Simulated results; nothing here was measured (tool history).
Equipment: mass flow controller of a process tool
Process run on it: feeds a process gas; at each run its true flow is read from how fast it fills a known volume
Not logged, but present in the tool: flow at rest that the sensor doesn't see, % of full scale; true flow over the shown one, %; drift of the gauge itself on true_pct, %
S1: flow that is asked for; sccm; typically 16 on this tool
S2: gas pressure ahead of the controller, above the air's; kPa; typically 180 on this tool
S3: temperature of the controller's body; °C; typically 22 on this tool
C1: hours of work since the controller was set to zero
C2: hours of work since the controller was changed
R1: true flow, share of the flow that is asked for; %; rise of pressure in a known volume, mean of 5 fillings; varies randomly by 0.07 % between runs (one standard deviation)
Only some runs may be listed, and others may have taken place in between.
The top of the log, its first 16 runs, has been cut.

{"run": 17, "hour": 1695.5, "S1": 3, "S2": 180, "S3": 22, "C1": 3224, "C2": 3224, "R1": 98.82}
{"run": 18, "hour": 1766.2, "S1": 16, "S2": 140, "S3": 22, "C1": 3264, "C2": 3264, "R1": 100.1}
{"run": 19, "hour": 1905.8, "S1": 16, "S2": 140, "S3": 22, "C1": 3342, "C2": 3342, "R1": 100.02}
{"run": 20, "hour": 2061.0, "S1": 16, "S2": 213, "S3": 22, "C1": 3429, "C2": 3429, "R1": 99.9}
{"run": 21, "hour": 2203.1, "S1": 16, "S2": 213, "S3": 22, "C1": 3508, "C2": 3508, "R1": 99.93}
{"run": 22, "hour": 2316.2, "S1": 16, "S2": 213, "S3": 22, "C1": 3571, "C2": 3571, "R1": 99.96}
{"run": 23, "hour": 2440.1, "S1": 16, "S2": 213, "S3": 22, "C1": 3641, "C2": 3641, "R1": 100.04}
{"run": 24, "hour": 2586.5, "S1": 16, "S2": 213, "S3": 22, "C1": 3723, "C2": 3723, "R1": 100.02}
{"run": 25, "hour": 2747.7, "S1": 3, "S2": 238, "S3": 22, "C1": 3813, "C2": 3813, "R1": 98.93}
{"run": 26, "hour": 2874.2, "S1": 3, "S2": 154, "S3": 28, "C1": 3884, "C2": 3884, "R1": 99.98}
{"run": 27, "hour": 2963.9, "S1": 3, "S2": 223, "S3": 36, "C1": 3934, "C2": 3934, "R1": 100.74}
{"run": 28, "hour": 3116.2, "S1": 12, "S2": 181, "S3": 22, "C1": 4019, "C2": 4019, "R1": 99.86}
{"run": 29, "hour": 3255.1, "S1": 5, "S2": 201, "S3": 40, "C1": 4097, "C2": 4097, "R1": 101.52}
{"run": 30, "hour": 3403.9, "S1": 5, "S2": 201, "S3": 40, "C1": 4180, "C2": 4180, "R1": 101.54}
{"run": 31, "hour": 3538.5, "S1": 5, "S2": 201, "S3": 40, "C1": 4255, "C2": 4255, "R1": 101.47}
{"run": 32, "hour": 3665.2, "S1": 5, "S2": 201, "S3": 40, "C1": 4326, "C2": 4326, "R1": 101.71}
{"run": 33, "hour": 3794.6, "S1": 2, "S2": 213, "S3": 37, "C1": 4399, "C2": 4399, "R1": 101.04}

Run 34 has not been measured yet. What should we expect?
{"hour": 3927.7, "done": "gauge calibrated"}
{"run": 34, "hour": 3956.5, "S1": 20, "S2": 144, "S3": 25, "C1": 4489, "C2": 4489, "R1": "?"}

{"run 34": {"R1": 100.2}}
If the tool had no hidden condition, the same run with the same run-to-run variation would have returned R1 100.18 %.

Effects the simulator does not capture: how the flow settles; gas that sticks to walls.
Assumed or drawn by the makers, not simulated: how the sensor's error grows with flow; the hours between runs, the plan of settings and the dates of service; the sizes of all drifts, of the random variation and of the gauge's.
